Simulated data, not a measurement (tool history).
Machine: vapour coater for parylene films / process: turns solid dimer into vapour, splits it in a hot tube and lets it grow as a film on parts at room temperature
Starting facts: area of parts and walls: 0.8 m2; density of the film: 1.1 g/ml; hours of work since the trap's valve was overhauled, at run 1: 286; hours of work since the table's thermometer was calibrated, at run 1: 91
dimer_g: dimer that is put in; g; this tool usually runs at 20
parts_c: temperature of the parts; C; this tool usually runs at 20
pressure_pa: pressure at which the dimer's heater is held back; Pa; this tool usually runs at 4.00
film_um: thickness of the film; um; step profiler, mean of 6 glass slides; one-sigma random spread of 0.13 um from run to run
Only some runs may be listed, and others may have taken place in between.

run,hour,dimer_g,parts_c,pressure_pa,hours of work since the trap's valve was overhauled,hours of work since the table's thermometer was calibrated,film_um
1,0.0,20,20,4.00,286,91,15.10
2,7.8,20,20,4.00,291,97,15.22
3,16.6,20,20,4.00,298,103,14.78
4,25.4,20,20,4.00,304,110,14.98
5,38.8,20,20,4.00,314,119,15.07
6,47.2,20,20,4.00,320,126,14.96
7,57.1,20,20,4.00,328,133,15.11
8,73.1,20,20,4.00,339,145,15.00
9,84.1,20,20,4.00,348,153,14.83
10,98.3,20,20,4.00,358,163,15.14
11,105.2,20,20,4.00,363,168,15.09
12,115.6,20,20,4.00,371,176,15.03
13,128.4,20,20,4.00,380,186,14.92
14,140.1,20,20,5.60,389,194,13.81
15,148.9,20,20,4.00,395,201,14.68
16,160.5,20,20,4.00,404,209,14.97
17,169.7,20,20,4.00,411,216,15.00
18,181.7,20,20,2.00,420,225,17.15
19,190.1,25,20,4.00,426,231,18.37
20,204.8,20,24,5.39,437,242,12.05
21,218.1,20,24,5.39,447,252,11.89
22,229.5,20,15,9.15,455,260,14.94
23,245.2,34,20,4.00,467,272,25.30
24,259.8,34,20,4.00,477,283,24.31
25,270.6,20,20,3.33,485,291,15.08
26,280.6,21,21,4.00,493,298,14.80
27,292.9,25,23,4.00,502,307,16.34
28,306.0,20,20,6.82,511,317,13.18
29,312.9,12,13,6.13,517,322,10.58
30,322.7,20,25,4.00,524,329,11.96
31,334.5,20,25,4.00,532,338,11.93
32,341.7,31,25,4.00,538,343,18.34
33,354.1,31,25,4.00,547,352,18.30
34,369.0,16,19,4.00,558,363,12.05
35,381.0,16,20,2.03,567,372,13.10
36,392.7,10,12,8.89,575,381,8.37
37,409.2,10,12,6.46,588,393,8.82
38,422.9,17,20,7.49,598,403,10.89

Below, some changes in film_um between adjacent runs. For each, the amount present without the hidden state too (settings, incoming material, random variation) and the amount remaining for the hidden state with gauge scatter not shared by both compared results:
Hidden conditions of the tool in this case: vapour lost through the trap's worn valve, %; true temperature of the parts over the reading, C; drift of the gauge itself on film_um, %.
Run 22 -> 23: dimer_g 20 -> 34, parts_c 15 -> 20, pressure_pa 9.15 -> 4.00. film_um +10.36 um: hidden state -0.81, all else +11.17.
Run 24 -> 25: dimer_g 34 -> 20, pressure_pa 4.00 -> 3.33. film_um -9.23 um: hidden state +0.71, all else -9.94.
Run 31 -> 32: dimer_g 20 -> 31. film_um +6.41 um: hidden state -0.59, all else +7.00.
